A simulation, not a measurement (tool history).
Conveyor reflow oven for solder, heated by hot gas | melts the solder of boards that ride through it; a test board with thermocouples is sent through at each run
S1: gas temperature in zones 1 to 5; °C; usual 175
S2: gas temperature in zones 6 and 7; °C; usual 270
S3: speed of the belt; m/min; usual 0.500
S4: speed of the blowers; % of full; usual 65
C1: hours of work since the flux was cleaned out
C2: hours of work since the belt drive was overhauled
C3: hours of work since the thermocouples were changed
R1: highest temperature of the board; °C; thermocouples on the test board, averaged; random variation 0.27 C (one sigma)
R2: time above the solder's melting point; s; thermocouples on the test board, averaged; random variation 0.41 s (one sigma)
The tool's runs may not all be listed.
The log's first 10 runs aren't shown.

run 11 hour=272.0 | S1=175 S2=260 S3=0.500 S4=65 | C1=319 C2=105 C3=856 | R1=246.3 R2=66.9
run 12 hour=292.9 | S1=175 S2=270 S3=0.500 S4=65 | C1=328 C2=114 C3=865 | R1=254.7 R2=74.9
run 13 hour=313.4 | S1=175 S2=270 S3=0.500 S4=65 | C1=338 C2=123 C3=874 | R1=255.6 R2=75.5
run 14 hour=350.6 | S1=175 S2=270 S3=0.500 S4=65 | C1=355 C2=141 C3=892 | R1=255.8 R2=75.4
run 15 hour=388.6 | S1=175 S2=270 S3=0.500 S4=65 | C1=372 C2=158 C3=909 | R1=255.1 R2=75.8
run 16 hour=431.8 | S1=175 S2=270 S3=0.460 S4=88 | C1=392 C2=178 C3=929 | R1=260.8 R2=87.4
run 17 hour=467.4 | S1=175 S2=270 S3=0.460 S4=88 | C1=408 C2=194 C3=945 | R1=260.6 R2=88.5
run 18 hour=500.7 | S1=175 S2=270 S3=0.548 S4=78 | C1=424 C2=209 C3=960 | R1=254.4 R2=67.7
run 19 hour=534.3 | S1=175 S2=270 S3=0.548 S4=78 | C1=439 C2=225 C3=976 | R1=254.2 R2=67.7
run 20 hour=577.7 | S1=171 S2=271 S3=0.460 S4=90 | C1=459 C2=245 C3=996 | R1=261.2 R2=86.5
-- hour=594.8 flux residue cleaned out of gas plates and filters
run 21 hour=611.6 | S1=165 S2=270 S3=0.542 S4=65 | C1=8 C2=258 C3=1009 | R1=250.9 R2=61.0
run 22 hour=639.5 | S1=188 S2=258 S3=0.599 S4=65 | C1=20 C2=271 C3=1022 | R1=242.1 R2=55.3
run 23 hour=677.1 | S1=175 S2=269 S3=0.546 S4=60 | C1=38 C2=288 C3=1039 | R1=250.2 R2=63.6
run 24 hour=698.6 | S1=185 S2=264 S3=0.546 S4=60 | C1=48 C2=298 C3=1049 | R1=248.4 R2=66.9
run 25 hour=726.0 | S1=175 S2=272 S3=0.500 S4=65 | C1=60 C2=310 C3=1061 | R1=256.8 R2=76.1
run 26 hour=767.0 | S1=182 S2=275 S3=0.500 S4=74 | C1=79 C2=329 C3=1080 | R1=262.2 R2=83.6
run 27 hour=789.8 | S1=165 S2=278 S3=0.556 S4=90 | C1=89 C2=340 C3=1091 | R1=261.3 R2=69.1
run 28 hour=813.9 | S1=175 S2=270 S3=0.500 S4=56 | C1=100 C2=351 C3=1102 | R1=253.6 R2=72.9
run 29 hour=832.3 | S1=171 S2=260 S3=0.511 S4=56 | C1=109 C2=359 C3=1110 | R1=243.4 R2=59.6
run 30 hour=869.4 | S1=175 S2=275 S3=0.573 S4=65 | C1=126 C2=376 C3=1127 | R1=254.9 R2=63.8

Forecast each of these 3 alternatives for the next run:
run A hour=891.3 | S1=168 S2=269 S3=0.573 S4=65 | C1=136 C2=386 C3=1137 | R1=? R2=?
run B hour=891.3 | S1=175 S2=270 S3=0.512 S4=73 | C1=136 C2=386 C3=1137 | R1=? R2=?
run C hour=891.3 | S1=166 S2=272 S3=0.573 S4=50 | C1=136 C2=386 C3=1137 | R1=? R2=?

run=A R1=248.7 R2=55.1
run=B R1=255.7 R2=74.3
run=C R1=246.4 R2=52.2
Without the tool's hidden state the same runs would have given:
run=A R1=248.5 R2=55.0
run=B R1=255.5 R2=74.1
run=C R1=246.2 R2=52.0

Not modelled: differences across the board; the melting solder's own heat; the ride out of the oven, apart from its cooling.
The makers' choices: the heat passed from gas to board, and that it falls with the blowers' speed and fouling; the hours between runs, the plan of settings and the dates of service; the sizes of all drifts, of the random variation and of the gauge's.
